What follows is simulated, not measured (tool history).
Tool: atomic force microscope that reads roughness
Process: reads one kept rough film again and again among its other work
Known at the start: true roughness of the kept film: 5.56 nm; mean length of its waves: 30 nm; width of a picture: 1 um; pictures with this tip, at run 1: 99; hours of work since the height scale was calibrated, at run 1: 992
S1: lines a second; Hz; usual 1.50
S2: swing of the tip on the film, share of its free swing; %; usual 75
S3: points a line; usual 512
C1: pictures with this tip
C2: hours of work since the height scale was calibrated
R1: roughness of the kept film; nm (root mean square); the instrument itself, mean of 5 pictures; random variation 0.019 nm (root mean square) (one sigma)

run     day    S1  S2   S3   C1    C2     R1
  1   0.000  1.50  75  512   99   992  4.145
  2   1.500  1.50  75  512  169  1015  3.754
  3   2.750  0.70  75  512  228  1034  3.621
      3.262  -- new tip fitted
  4   3.571  0.70  75  512   14  1047  4.742
  5   5.125  1.50  75  920   87  1071  4.187
  6   5.896  0.78  75  512  124  1083  4.047
  7   7.512  1.50  75  512  199  1108  3.688
  8   8.329  3.69  75  512  238  1121  3.273
      8.642  -- new tip fitted
  9   9.554  3.69  59  512   43  1139  4.461
 10  10.329  3.69  59  512   79  1151  4.241
 11  11.379  3.69  59  512  129  1168  4.005
 12  12.771  3.69  59  512  194  1189  3.714
     13.988  -- new tip fitted
 13  14.162  3.69  59  512    8  1210  4.669
 14  14.858  3.69  59  512   41  1221  4.482
 15  16.358  3.69  59  512  112  1245  4.125
 16  17.233  3.69  59  512  153  1258  3.854
 17  18.229  1.58  75  512  199  1274  3.616
     19.338  -- new tip fitted
 18  19.429  1.58  75  512    5  1292  4.637
 19  20.742  1.50  75  512   66  1312  4.250
 20  21.479  1.50  75  932  101  1324  4.074
 21  22.954  1.50  75  932  170  1347  3.754
 22  24.125  1.50  75  932  225  1365  3.543
     24.696  -- new tip fitted
 23  25.412  1.50  75  932   33  1384  4.488
 24  26.583  1.50  75  932   88  1403  4.187
 25  27.446  0.98  75  512  129  1416  4.041
 26  28.650  1.42  57  329  185  1435  3.849
 27  29.992  1.74  67  632  248  1455  3.490
     30.079  -- new tip fitted
 28  31.629  1.50  64  749   73  1480  4.391
 29  32.392  3.06  75  537  109  1492  3.850
 30  33.817  3.06  75  537  176  1514  3.594
 31  35.021  1.44  56  626  232  1533  3.685
     35.388  -- new tip fitted
 32  36.296  3.07  58  430   42  1553  4.478
 33  37.808  2.19  86  555  113  1576  3.744
 34  38.771  0.54  66  949  158  1591  4.009
 35  40.179  1.15  66  451  224  1613  3.669
     40.733  -- new tip fitted
 36  40.917  1.15  66  451    9  1624  4.780
 37  42.100  3.50  75  448   65  1642  4.014
 38  42.954  3.50  75  448  105  1655  3.799
 39  43.938  0.76  75  676  151  1671  3.969
 40  45.517  1.50  59  301  225  1695  3.694
     46.088  -- new tip fitted
 41  46.229  1.50  59  301    6  1706  4.756
 42  47.812  0.73  67  448   81  1731  4.353
 43  49.242  1.02  67  477  148  1753  4.000
 44  50.454  1.02  67  477  204  1771  3.810
     51.500  -- new tip fitted
 45  52.008  1.79  63  512   24  1795  4.611
 46  53.371  0.98  81  830   88  1816  4.236
 47  54.892  0.98  81  830  159  1840  3.845
 48  55.833  3.85  81  830  203  1855  3.232
     56.842  -- new tip fitted
 49  57.517  3.85  81  830   32  1880  3.991

The same runs without the tool's hidden state, with the same run-to-run variation:
The hidden state here: radius of the tip, nm; height scale over the true one, %; drift of the gauge itself on roughness_nm, %.
run     R1
  1  4.700
  2  4.658
  3  4.810
  4  4.799
  5  4.663
  6  4.740
  7  4.691
  8  4.334
  9  4.693
 10  4.668
 11  4.689
 12  4.670
 13  4.669
 14  4.682
 15  4.722
 16  4.655
 17  4.616
 18  4.660
 19  4.666
 20  4.673
 21  4.671
 22  4.679
 23  4.657
 24  4.686
 25  4.751
 26  4.819
 27  4.711
 28  4.842
 29  4.432
 30  4.442
 31  4.854
 32  4.703
 33  4.308
 34  4.862
 35  4.796
 36  4.796
 37  4.339
 38  4.354
 39  4.791
 40  4.825
 41  4.772
 42  4.822
 43  4.813
 44  4.860
 45  4.723
 46  4.714
 47  4.690
 48  4.136
 49  4.113

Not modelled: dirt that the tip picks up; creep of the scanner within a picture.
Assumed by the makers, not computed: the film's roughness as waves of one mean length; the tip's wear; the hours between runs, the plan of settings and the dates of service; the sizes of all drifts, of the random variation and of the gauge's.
